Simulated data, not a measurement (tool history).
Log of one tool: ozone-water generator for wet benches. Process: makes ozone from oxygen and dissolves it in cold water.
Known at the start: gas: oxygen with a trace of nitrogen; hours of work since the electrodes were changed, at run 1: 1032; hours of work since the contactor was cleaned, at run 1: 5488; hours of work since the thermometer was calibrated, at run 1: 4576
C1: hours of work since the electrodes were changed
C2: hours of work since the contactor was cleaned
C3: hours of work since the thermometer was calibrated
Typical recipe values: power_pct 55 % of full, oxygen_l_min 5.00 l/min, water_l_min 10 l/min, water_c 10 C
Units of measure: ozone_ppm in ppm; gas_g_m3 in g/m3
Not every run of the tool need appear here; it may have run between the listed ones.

{"run": 1, "hour": 0.0, "power_pct": 55, "oxygen_l_min": 5.0, "water_l_min": 10, "water_c": 10, "C1": 1032, "C2": 5488, "C3": 4576, "ozone_ppm": 26.3, "gas_g_m3": 166.3}
{"run": 2, "hour": 48.3, "power_pct": 55, "oxygen_l_min": 4.31, "water_l_min": 10, "water_c": 10, "C1": 1073, "C2": 5528, "C3": 4616, "ozone_ppm": 26.2, "gas_g_m3": 179.8}
{"run": 3, "hour": 81.6, "power_pct": 55, "oxygen_l_min": 5.0, "water_l_min": 10, "water_c": 15, "C1": 1100, "C2": 5556, "C3": 4644, "ozone_ppm": 23.9, "gas_g_m3": 168.1}
{"run": 4, "hour": 136.9, "power_pct": 55, "oxygen_l_min": 5.0, "water_l_min": 10, "water_c": 15, "C1": 1147, "C2": 5603, "C3": 4690, "ozone_ppm": 23.7, "gas_g_m3": 168.0}
{"run": 5, "hour": 192.2, "power_pct": 55, "oxygen_l_min": 3.07, "water_l_min": 10, "water_c": 10, "C1": 1193, "C2": 5649, "C3": 4736, "ozone_ppm": 26.4, "gas_g_m3": 217.9}
{"run": 6, "hour": 226.7, "power_pct": 55, "oxygen_l_min": 3.07, "water_l_min": 10, "water_c": 10, "C1": 1222, "C2": 5678, "C3": 4765, "ozone_ppm": 26.5, "gas_g_m3": 219.7}
{"run": 7, "hour": 275.7, "power_pct": 55, "oxygen_l_min": 3.07, "water_l_min": 10, "water_c": 10, "C1": 1263, "C2": 5719, "C3": 4806, "ozone_ppm": 26.6, "gas_g_m3": 219.2}
{"run": 8, "hour": 309.5, "power_pct": 55, "oxygen_l_min": 5.0, "water_l_min": 10, "water_c": 8, "C1": 1291, "C2": 5747, "C3": 4835, "ozone_ppm": 27.3, "gas_g_m3": 169.1}
{"run": 9, "hour": 333.7, "power_pct": 55, "oxygen_l_min": 5.0, "water_l_min": 10, "water_c": 8, "C1": 1311, "C2": 5767, "C3": 4855, "ozone_ppm": 27.4, "gas_g_m3": 172.5}
{"hour": 369.5, "done": "water thermometer calibrated"}
{"run": 10, "hour": 386.6, "power_pct": 55, "oxygen_l_min": 5.76, "water_l_min": 10, "water_c": 10, "C1": 1355, "C2": 5811, "C3": 14, "ozone_ppm": 25.9, "gas_g_m3": 160.3}
{"run": 11, "hour": 428.9, "power_pct": 55, "oxygen_l_min": 5.0, "water_l_min": 9, "water_c": 10, "C1": 1391, "C2": 5846, "C3": 50, "ozone_ppm": 28.4, "gas_g_m3": 170.4}
{"run": 12, "hour": 468.6, "power_pct": 55, "oxygen_l_min": 5.0, "water_l_min": 9, "water_c": 10, "C1": 1424, "C2": 5880, "C3": 83, "ozone_ppm": 28.3, "gas_g_m3": 173.0}
{"hour": 472.8, "done": "gauge calibrated"}
{"run": 13, "hour": 508.7, "power_pct": 55, "oxygen_l_min": 5.0, "water_l_min": 9, "water_c": 10, "C1": 1457, "C2": 5913, "C3": 116, "ozone_ppm": 28.2, "gas_g_m3": 165.7}
{"run": 14, "hour": 550.3, "power_pct": 55, "oxygen_l_min": 5.0, "water_l_min": 10, "water_c": 15, "C1": 1492, "C2": 5948, "C3": 151, "ozone_ppm": 23.6, "gas_g_m3": 167.5}
{"run": 15, "hour": 574.4, "power_pct": 55, "oxygen_l_min": 6.92, "water_l_min": 12, "water_c": 10, "C1": 1512, "C2": 5968, "C3": 171, "ozone_ppm": 22.7, "gas_g_m3": 139.5}

Expected results for the next run?
{"run": 16, "hour": 598.5, "power_pct": 55, "oxygen_l_min": 6.92, "water_l_min": 12, "water_c": 10, "C1": 1532, "C2": 5988, "C3": 192, "ozone_ppm": "?", "gas_g_m3": "?"}

ozone_ppm: 22.5 ppm
gas_g_m3: 142.0 g/m3
With the hidden condition absent and the run-to-run variation left alone, this run would have shown ozone_ppm 22.6 ppm, gas_g_m3 140.9 g/m3.

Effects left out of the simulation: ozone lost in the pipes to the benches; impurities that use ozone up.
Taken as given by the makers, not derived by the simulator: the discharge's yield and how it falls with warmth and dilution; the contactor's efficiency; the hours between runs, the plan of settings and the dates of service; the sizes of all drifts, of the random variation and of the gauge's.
